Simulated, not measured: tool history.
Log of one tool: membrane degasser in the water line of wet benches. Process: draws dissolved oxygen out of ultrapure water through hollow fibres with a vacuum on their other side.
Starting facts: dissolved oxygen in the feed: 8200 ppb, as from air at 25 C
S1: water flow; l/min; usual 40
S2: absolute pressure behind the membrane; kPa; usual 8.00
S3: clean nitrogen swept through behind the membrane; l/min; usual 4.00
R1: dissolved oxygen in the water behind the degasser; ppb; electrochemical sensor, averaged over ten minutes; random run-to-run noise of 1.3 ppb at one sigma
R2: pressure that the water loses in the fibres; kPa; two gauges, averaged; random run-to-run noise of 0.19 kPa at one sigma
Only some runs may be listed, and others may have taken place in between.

run,hour,S1,S2,S3,R1,R2
1,0.0,40,8.00,4.00,134.1,41.21
2,130.0,40,5.55,4.00,79.5,41.35
3,254.1,40,5.55,4.00,77.4,41.50
4,529.2,40,5.55,4.00,79.1,41.46
5,755.1,40,5.55,4.00,81.2,41.07
6,954.8,40,8.00,1.67,275.7,41.27
# hour 1044.5: vacuum gauge calibrated
7,1099.7,40,8.00,4.00,134.5,41.27
8,1400.8,40,8.00,4.00,137.2,41.75
9,1533.4,40,8.00,4.00,137.2,41.14
10,1724.7,40,8.00,4.00,135.3,41.70
11,1889.2,40,8.00,11.99,63.2,41.31
12,2087.0,40,8.00,11.99,62.9,41.47
# hour 2129.8: seals of the vacuum lines changed
13,2254.6,40,9.84,4.00,179.6,41.81
14,2461.8,40,9.84,4.00,179.7,41.85
15,2725.1,40,9.84,4.00,179.2,41.66
16,2961.3,40,9.84,4.00,180.0,41.98
17,3203.9,40,8.00,6.03,102.3,42.26
18,3342.3,62,14.55,4.00,504.5,65.25
19,3649.1,62,14.55,4.00,503.9,65.37
20,3870.2,32,17.19,2.21,457.9,33.65
21,4093.2,32,10.68,3.16,189.5,33.99
22,4237.8,40,10.68,3.16,242.7,42.26
23,4405.8,40,8.00,7.21,89.7,42.34
24,4651.5,45,11.89,7.21,173.2,48.06
# hour 4737.9: vacuum gauge calibrated
25,4915.8,45,11.89,7.21,173.2,48.03
26,5163.6,45,11.89,7.21,173.2,47.95
27,5466.9,61,8.00,4.40,274.8,64.88
28,5664.0,36,19.46,3.81,371.6,38.39
29,5894.4,57,15.28,11.28,247.3,61.15
30,6158.3,28,5.13,10.61,17.1,29.95
31,6338.6,32,10.10,7.62,81.1,34.61
32,6563.7,32,10.10,7.62,81.4,34.90
33,6757.8,51,8.00,3.21,241.8,54.75

Here are 3 independent what-if runs from the current tool condition. What would each one return?
A,6992.4,58,4.96,3.21,?,?
B,6992.4,37,8.00,4.02,?,?
C,6992.4,51,8.00,5.14,?,?

run,R1,R2
A,189.8,62.86
B,126.8,40.21
C,184.7,55.27
Stripped of hidden state, with their random variation kept, the same runs would have yielded:
run,R1,R2
A,157.2,59.18
B,116.8,37.85
C,162.8,52.03
